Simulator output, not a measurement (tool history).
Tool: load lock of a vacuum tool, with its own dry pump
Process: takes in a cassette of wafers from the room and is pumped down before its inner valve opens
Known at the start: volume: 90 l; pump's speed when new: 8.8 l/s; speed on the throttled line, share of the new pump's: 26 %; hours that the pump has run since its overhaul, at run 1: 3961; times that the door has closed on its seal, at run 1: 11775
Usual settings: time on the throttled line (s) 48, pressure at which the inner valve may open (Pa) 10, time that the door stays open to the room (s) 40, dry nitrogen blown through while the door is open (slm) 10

| run | hour | time on the throttled line (s) | pressure at which the inner valve may open (Pa) | time that the door stays open to the room (s) | dry nitrogen blown through while the door is open (slm) | hours that the pump has run since its overhaul | times that the door has closed on its seal | incoming humidity of the room's air, % | time from the closed door until the inner valve may open (s) | rise of the pressure with all valves shut (Pa/min) |
|---|---|---|---|---|---|---|---|---|---|---|
| 1 | 0 | 48 | 10 | 40 | 10 | 3961 | 11775 | 47.3 | 136.3 | 0.078 |
| 2 | 55.7 | 48 | 12 | 40 | 10 | 4017 | 11831 | 44.2 | 131 | 0.08 |
| 3 | 142.9 | 48 | 12 | 40 | 10 | 4104 | 11919 | 47.4 | 131.3 | 0.076 |
| 4 | 246.3 | 48 | 12 | 40 | 10 | 4207 | 12023 | 46.3 | 133.9 | 0.08 |
| 5 | 304 | 48 | 12 | 40 | 10 | 4265 | 12081 | 43.7 | 132.7 | 0.081 |
| 6 | 395.4 | 48 | 12 | 40 | 10 | 4356 | 12172 | 46.7 | 132.5 | 0.079 |
| 7 | 489 | 48 | 12 | 40 | 10 | 4450 | 12266 | 45.4 | 132.5 | 0.087 |
| 8 | 559.8 | 48 | 12 | 40 | 10 | 4521 | 12337 | 46.3 | 132.5 | 0.083 |
| 9 | 616.6 | 48 | 9 | 40 | 10 | 4578 | 12394 | 45.1 | 137.1 | 0.084 |
| 10 | 661.9 | 43 | 9 | 40 | 10 | 4623 | 12440 | 46.4 | 133.1 | 0.082 |
| 11 | 746.6 | 43 | 9 | 40 | 10 | 4708 | 12525 | 46 | 133.4 | 0.079 |
| 12 | 803.7 | 43 | 9 | 40 | 10 | 4765 | 12582 | 43.8 | 132.9 | 0.081 |
| 13 | 868.2 | 43 | 9 | 40 | 10 | 4829 | 12647 | 45.9 | 132 | 0.08 |
| 14 | 968.3 | 43 | 9 | 40 | 10 | 4929 | 12748 | 42.2 | 133.8 | 0.087 |
| 15 | 1041.1 | 53 | 11 | 40 | 10 | 5002 | 12821 | 47.7 | 139.3 | 0.093 |
| 16 | 1093.9 | 53 | 11 | 40 | 10 | 5055 | 12874 | 42.7 | 138.8 | 0.086 |
| 17 | 1175 | 48 | 10 | 124 | 4 | 5136 | 12955 | 44 | 135.4 | 0.117 |
| 18 | 1279.4 | 48 | 10 | 160 | 20 | 5240 | 13060 | 46.5 | 135.3 | 0.088 |
| 19 | 1378.1 | 39 | 7 | 40 | 10 | 5339 | 13159 | 47.5 | 134.2 | 0.097 |
| 20 | 1477.5 | 48 | 13 | 145 | 44 | 5439 | 13259 | 45.7 | 133.9 | 0.084 |
| 21 | 1575.8 | 88 | 14 | 145 | 17 | 5537 | 13358 | 44.3 | 162.3 | 0.094 |
| 22 | 1641.3 | 88 | 14 | 145 | 17 | 5602 | 13424 | 42 | 161 | 0.096 |
| 23 | 1689 | 88 | 14 | 145 | 17 | 5650 | 13472 | 45.7 | 160.8 | 0.1 |
| 24 | 1788 | 62 | 8 | 145 | 17 | 5749 | 13571 | 43.7 | 150.2 | 0.091 |
| 25 | 1875.7 | 40 | 8 | 70 | 6 | 5837 | 13659 | 45.2 | 134.4 | 0.104 |
| 26 | 1965.6 | 43 | 8 | 40 | 10 | 5927 | 13749 | 42 | 135.7 | 0.089 |

Forecast each of these 3 alternatives for the next run:
| A | 2070.9 | 55 | 16 | 38 | 10 | 6032 | 13855 | 45.3 | ? | ? |
| B | 2070.9 | 48 | 10 | 40 | 4 | 6032 | 13855 | 43.3 | ? | ? |
| C | 2070.9 | 32 | 10 | 56 | 26 | 6032 | 13855 | 44.4 | ? | ? |

| run | time from the closed door until the inner valve may open (s) | rise of the pressure with all valves shut (Pa/min) |
|---|---|---|
| A | 136.9 | 0.088 |
| B | 136.5 | 0.104 |
| C | 124.5 | 0.084 |
Without the tool's hidden state the same runs would have given:
| run | time from the closed door until the inner valve may open (s) | rise of the pressure with all valves shut (Pa/min) |
|---|---|---|
| A | 130 | 0.016 |
| B | 129.2 | 0.031 |
| C | 116.7 | 0.012 |
